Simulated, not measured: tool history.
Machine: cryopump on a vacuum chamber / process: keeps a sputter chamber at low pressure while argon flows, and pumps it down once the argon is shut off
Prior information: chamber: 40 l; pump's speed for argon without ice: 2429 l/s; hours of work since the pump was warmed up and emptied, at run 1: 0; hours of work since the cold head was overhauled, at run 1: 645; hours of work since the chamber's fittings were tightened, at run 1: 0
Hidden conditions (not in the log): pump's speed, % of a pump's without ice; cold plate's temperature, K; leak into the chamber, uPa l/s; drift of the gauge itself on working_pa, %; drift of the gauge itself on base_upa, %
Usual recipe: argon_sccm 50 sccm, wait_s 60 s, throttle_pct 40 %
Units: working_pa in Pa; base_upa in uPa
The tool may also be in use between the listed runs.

run   hour  argon_sccm  wait_s  throttle_pct  hours of work since the pump was warmed up and emptied  hours of work since the cold head was overhauled  hours of work since the chamber's fittings were tightened  working_pa  base_upa
  1    0.0          50      60            40                                                       0                                               645                                                          0      0.0872      1.06
  2   16.0          50      60            40                                                      10                                               655                                                         10      0.0867      1.02
  3   50.2          50      60            40                                                      32                                               677                                                         32      0.0878      1.04
  4   66.8          50      64            40                                                      42                                               687                                                         42      0.0872      1.02
  5   98.4          50      64            40                                                      62                                               707                                                         62      0.0875      1.03
  6  116.4          50      64            40                                                      74                                               719                                                         74      0.0885      1.08
  7  150.3          50      64            40                                                      95                                               740                                                         95      0.0876      1.06
  8  165.9          50      60            40                                                     105                                               750                                                        105      0.0889      1.12
  9  200.8          50      60            40                                                     127                                               772                                                        127      0.0889      1.15
 10  218.9          50      60            40                                                     138                                               784                                                        138      0.0884      1.13
 11  235.2          50      60            40                                                     149                                               794                                                        149      0.0892      1.15
 12  250.4          50      60            40                                                     158                                               804                                                        158      0.0892      1.15
 13  275.9          50      70            40                                                     174                                               820                                                        174      0.0884      1.01
 14  300.8          50      70            40                                                     190                                               835                                                        190      0.0897      0.99
 15  330.7          50      60            40                                                     209                                               854                                                        209      0.0878      1.19
 16  349.7          50      60            40                                                     221                                               866                                                        221      0.0891      1.20
 17  376.0          50      60            40                                                     238                                               883                                                        238      0.0890      1.18
 18  413.0          72      60            28                                                     261                                               906                                                        261      0.1828      1.24

The next listed run, before its measurement:
 19  445.9          72      60            28                                                     282                                               927                                                        282           ?         ?

Run 19 yielded working_pa 0.1832 Pa, base_upa 1.21 uPa.
Were there no unlogged condition in the tool, this run, its random variation unchanged, would have produced working_pa 0.1786 Pa, base_upa 1.06 uPa.
